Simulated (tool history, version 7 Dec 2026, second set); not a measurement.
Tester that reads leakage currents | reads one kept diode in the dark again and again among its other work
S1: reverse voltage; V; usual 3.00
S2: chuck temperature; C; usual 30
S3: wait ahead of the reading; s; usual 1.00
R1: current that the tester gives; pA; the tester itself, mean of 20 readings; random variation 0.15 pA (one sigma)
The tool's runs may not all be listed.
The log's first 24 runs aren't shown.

| run | hour | S1 | S2 | S3 | R1 |
|---|---|---|---|---|---|
|  | 726.8 | chuck's temperature calibrated |
| 25 | 737.8 | 19.70 | 58 | 1.00 | 519.49 |
|  | 758.0 | tester calibrated, once more |
| 26 | 768.9 | 19.70 | 58 | 3.38 | 517.29 |
| 27 | 794.0 | 1.12 | 29 | 1.00 | 32.54 |
| 28 | 822.0 | 10.28 | 45 | 0.70 | 194.42 |
| 29 | 852.8 | 3.50 | 56 | 0.31 | 266.13 |
| 30 | 881.1 | 2.59 | 57 | 0.42 | 256.74 |
| 31 | 902.6 | 1.51 | 30 | 8.85 | 38.80 |
| 32 | 923.0 | 3.00 | 46 | 1.00 | 136.66 |
| 33 | 957.8 | 3.00 | 54 | 1.00 | 225.20 |
| 34 | 980.5 | 6.23 | 30 | 1.00 | 63.04 |
| 35 | 1021.1 | 6.23 | 29 | 4.37 | 58.79 |
| 36 | 1062.9 | 3.00 | 41 | 1.00 | 100.73 |
| 37 | 1096.3 | 2.01 | 55 | 0.41 | 211.32 |
| 38 | 1132.3 | 3.00 | 30 | 2.11 | 49.34 |
| 39 | 1173.5 | 7.70 | 30 | 1.16 | 69.04 |
| 40 | 1214.1 | 7.70 | 30 | 1.16 | 69.36 |

3 ways to go on from here, each from the tool as it stands after run 40. What would each give?
| A | 1245.9 | 11.03 | 38 | 1.03 | ? |
| B | 1245.9 | 3.00 | 58 | 2.30 | ? |
| C | 1245.9 | 7.70 | 34 | 1.16 | ? |

| run | R1 |
|---|---|
| A | 131.67 |
| B | 287.19 |
| C | 89.82 |
Without the tool's hidden state the same runs would have given:
| run | R1 |
|---|---|
| A | 121.24 |
| B | 278.83 |
| C | 82.55 |

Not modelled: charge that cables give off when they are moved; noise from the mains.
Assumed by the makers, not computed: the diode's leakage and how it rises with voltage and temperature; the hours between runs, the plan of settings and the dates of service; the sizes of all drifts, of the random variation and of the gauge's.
